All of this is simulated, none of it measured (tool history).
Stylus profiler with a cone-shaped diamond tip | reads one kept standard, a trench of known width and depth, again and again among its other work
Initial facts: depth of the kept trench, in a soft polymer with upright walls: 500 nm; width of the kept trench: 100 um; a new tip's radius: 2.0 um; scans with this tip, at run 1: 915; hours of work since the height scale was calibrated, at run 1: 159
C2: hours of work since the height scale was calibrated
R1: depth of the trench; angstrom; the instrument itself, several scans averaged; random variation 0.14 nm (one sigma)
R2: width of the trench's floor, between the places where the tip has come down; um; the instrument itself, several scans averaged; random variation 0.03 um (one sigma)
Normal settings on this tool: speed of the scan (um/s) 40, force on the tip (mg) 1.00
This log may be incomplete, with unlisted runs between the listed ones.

run 1 hour=0.0 | speed_of_the_scan_(um/s)=40 force_on_the_tip_(mg)=1.00 | scans_with_this_tip=915 C2=159 | R1=5030.2 R2=97.04
run 2 hour=32.4 | speed_of_the_scan_(um/s)=40 force_on_the_tip_(mg)=1.00 | scans_with_this_tip=1007 C2=175 | R1=5032.0 R2=97.06
run 3 hour=68.8 | speed_of_the_scan_(um/s)=40 force_on_the_tip_(mg)=1.00 | scans_with_this_tip=1110 C2=193 | R1=5034.2 R2=97.06
run 4 hour=111.4 | speed_of_the_scan_(um/s)=40 force_on_the_tip_(mg)=1.00 | scans_with_this_tip=1230 C2=214 | R1=5031.8 R2=97.00
run 5 hour=151.2 | speed_of_the_scan_(um/s)=40 force_on_the_tip_(mg)=1.00 | scans_with_this_tip=1342 C2=233 | R1=5033.4 R2=97.04
run 6 hour=196.5 | speed_of_the_scan_(um/s)=40 force_on_the_tip_(mg)=1.00 | scans_with_this_tip=1470 C2=256 | R1=5033.2 R2=97.00
run 7 hour=237.3 | speed_of_the_scan_(um/s)=40 force_on_the_tip_(mg)=0.78 | scans_with_this_tip=1585 C2=276 | R1=5030.6 R2=96.90
run 8 hour=279.9 | speed_of_the_scan_(um/s)=40 force_on_the_tip_(mg)=0.78 | scans_with_this_tip=1705 C2=297 | R1=5031.0 R2=96.95
run 9 hour=316.6 | speed_of_the_scan_(um/s)=40 force_on_the_tip_(mg)=1.00 | scans_with_this_tip=1808 C2=315 | R1=5035.4 R2=97.03
run 10 hour=351.0 | speed_of_the_scan_(um/s)=40 force_on_the_tip_(mg)=1.00 | scans_with_this_tip=1905 C2=331 | R1=5036.2 R2=96.95
run 11 hour=391.7 | speed_of_the_scan_(um/s)=11 force_on_the_tip_(mg)=1.00 | scans_with_this_tip=2020 C2=351 | R1=5037.6 R2=97.14
run 12 hour=430.7 | speed_of_the_scan_(um/s)=40 force_on_the_tip_(mg)=2.06 | scans_with_this_tip=2130 C2=371 | R1=5056.8 R2=97.02
run 13 hour=452.1 | speed_of_the_scan_(um/s)=40 force_on_the_tip_(mg)=1.00 | scans_with_this_tip=2191 C2=381 | R1=5036.1 R2=96.89
run 14 hour=493.0 | speed_of_the_scan_(um/s)=40 force_on_the_tip_(mg)=1.00 | scans_with_this_tip=2306 C2=401 | R1=5037.3 R2=96.87
run 15 hour=538.3 | speed_of_the_scan_(um/s)=40 force_on_the_tip_(mg)=1.00 | scans_with_this_tip=2434 C2=423 | R1=5040.0 R2=96.88
run 16 hour=560.6 | speed_of_the_scan_(um/s)=40 force_on_the_tip_(mg)=1.00 | scans_with_this_tip=2497 C2=434 | R1=5038.6 R2=96.90
run 17 hour=584.3 | speed_of_the_scan_(um/s)=40 force_on_the_tip_(mg)=1.00 | scans_with_this_tip=2563 C2=446 | R1=5037.3 R2=96.84
run 18 hour=612.9 | speed_of_the_scan_(um/s)=40 force_on_the_tip_(mg)=1.00 | scans_with_this_tip=2644 C2=460 | R1=5040.2 R2=96.83
run 19 hour=646.7 | speed_of_the_scan_(um/s)=148 force_on_the_tip_(mg)=1.00 | scans_with_this_tip=2739 C2=477 | R1=5039.5 R2=96.24
run 20 hour=677.5 | speed_of_the_scan_(um/s)=148 force_on_the_tip_(mg)=1.00 | scans_with_this_tip=2827 C2=492 | R1=5041.1 R2=96.26
run 21 hour=720.0 | speed_of_the_scan_(um/s)=40 force_on_the_tip_(mg)=1.00 | scans_with_this_tip=2946 C2=513 | R1=5038.7 R2=96.81
run 22 hour=755.7 | speed_of_the_scan_(um/s)=40 force_on_the_tip_(mg)=1.00 | scans_with_this_tip=3047 C2=530 | R1=5041.5 R2=96.85
run 23 hour=798.5 | speed_of_the_scan_(um/s)=40 force_on_the_tip_(mg)=1.00 | scans_with_this_tip=3168 C2=551 | R1=5043.6 R2=96.81
run 24 hour=832.0 | speed_of_the_scan_(um/s)=40 force_on_the_tip_(mg)=1.00 | scans_with_this_tip=3262 C2=567 | R1=5041.0 R2=96.83
run 25 hour=854.6 | speed_of_the_scan_(um/s)=40 force_on_the_tip_(mg)=1.00 | scans_with_this_tip=3326 C2=579 | R1=5044.5 R2=96.70
-- hour=858.8 height scale calibrated on a step standard
run 26 hour=881.8 | speed_of_the_scan_(um/s)=62 force_on_the_tip_(mg)=1.00 | scans_with_this_tip=3401 C2=11 | R1=5046.4 R2=96.62
run 27 hour=915.2 | speed_of_the_scan_(um/s)=42 force_on_the_tip_(mg)=1.51 | scans_with_this_tip=3495 C2=28 | R1=5060.8 R2=96.74
-- hour=933.2 height scale calibrated on a step standard, once more
run 28 hour=955.3 | speed_of_the_scan_(um/s)=157 force_on_the_tip_(mg)=1.03 | scans_with_this_tip=3607 C2=11 | R1=5030.6 R2=96.10
run 29 hour=976.9 | speed_of_the_scan_(um/s)=86 force_on_the_tip_(mg)=0.46 | scans_with_this_tip=3668 C2=21 | R1=5016.2 R2=96.26
run 30 hour=1013.0 | speed_of_the_scan_(um/s)=131 force_on_the_tip_(mg)=0.46 | scans_with_this_tip=3770 C2=39 | R1=5017.9 R2=95.91
run 31 hour=1034.1 | speed_of_the_scan_(um/s)=131 force_on_the_tip_(mg)=1.04 | scans_with_this_tip=3829 C2=50 | R1=5031.4 R2=96.24
run 32 hour=1068.7 | speed_of_the_scan_(um/s)=131 force_on_the_tip_(mg)=1.04 | scans_with_this_tip=3927 C2=66 | R1=5030.2 R2=96.24
run 33 hour=1102.2 | speed_of_the_scan_(um/s)=41 force_on_the_tip_(mg)=0.41 | scans_with_this_tip=4022 C2=83 | R1=5014.6 R2=96.54
run 34 hour=1128.8 | speed_of_the_scan_(um/s)=12 force_on_the_tip_(mg)=0.47 | scans_with_this_tip=4097 C2=96 | R1=5019.2 R2=96.80
run 35 hour=1155.0 | speed_of_the_scan_(um/s)=74 force_on_the_tip_(mg)=1.64 | scans_with_this_tip=4170 C2=109 | R1=5043.0 R2=96.64
run 36 hour=1186.0 | speed_of_the_scan_(um/s)=99 force_on_the_tip_(mg)=0.69 | scans_with_this_tip=4258 C2=124 | R1=5021.8 R2=96.24
run 37 hour=1229.8 | speed_of_the_scan_(um/s)=157 force_on_the_tip_(mg)=1.82 | scans_with_this_tip=4382 C2=146 | R1=5045.8 R2=96.26
run 38 hour=1268.6 | speed_of_the_scan_(um/s)=157 force_on_the_tip_(mg)=1.82 | scans_with_this_tip=4491 C2=165 | R1=5044.3 R2=96.25
run 39 hour=1311.2 | speed_of_the_scan_(um/s)=14 force_on_the_tip_(mg)=2.72 | scans_with_this_tip=4611 C2=185 | R1=5061.5 R2=96.78
run 40 hour=1331.9 | speed_of_the_scan_(um/s)=73 force_on_the_tip_(mg)=0.53 | scans_with_this_tip=4669 C2=196 | R1=5023.8 R2=96.30
run 41 hour=1368.9 | speed_of_the_scan_(um/s)=73 force_on_the_tip_(mg)=0.53 | scans_with_this_tip=4774 C2=214 | R1=5023.2 R2=96.31
run 42 hour=1393.1 | speed_of_the_scan_(um/s)=36 force_on_the_tip_(mg)=0.65 | scans_with_this_tip=4842 C2=226 | R1=5028.3 R2=96.63
run 43 hour=1412.1 | speed_of_the_scan_(um/s)=34 force_on_the_tip_(mg)=0.54 | scans_with_this_tip=4896 C2=235 | R1=5023.0 R2=96.52
run 44 hour=1457.2 | speed_of_the_scan_(um/s)=46 force_on_the_tip_(mg)=2.95 | scans_with_this_tip=5023 C2=257 | R1=5066.3 R2=96.63
run 45 hour=1501.8 | speed_of_the_scan_(um/s)=46 force_on_the_tip_(mg)=2.95 | scans_with_this_tip=5149 C2=279 | R1=5066.2 R2=96.62
run 46 hour=1545.7 | speed_of_the_scan_(um/s)=88 force_on_the_tip_(mg)=0.83 | scans_with_this_tip=5273 C2=301 | R1=5032.6 R2=96.29

Below are 3 alternative next runs, each starting from the tool's condition after run 46. Predict each:
run A hour=1570.5 | speed_of_the_scan_(um/s)=49 force_on_the_tip_(mg)=1.00 | scans_with_this_tip=5342 C2=313 | R1=? R2=?
run B hour=1570.5 | speed_of_the_scan_(um/s)=18 force_on_the_tip_(mg)=1.84 | scans_with_this_tip=5342 C2=313 | R1=? R2=?
run C hour=1570.5 | speed_of_the_scan_(um/s)=11 force_on_the_tip_(mg)=0.77 | scans_with_this_tip=5342 C2=313 | R1=? R2=?

run=A R1=5037.6 R2=96.57
run=B R1=5052.6 R2=96.73
run=C R1=5030.4 R2=96.70
Take away the tool's hidden state, keep each run's random variation, and the runs would have read:
run=A R1=5031.3 R2=97.16
run=B R1=5046.2 R2=97.33
run=C R1=5024.0 R2=97.29
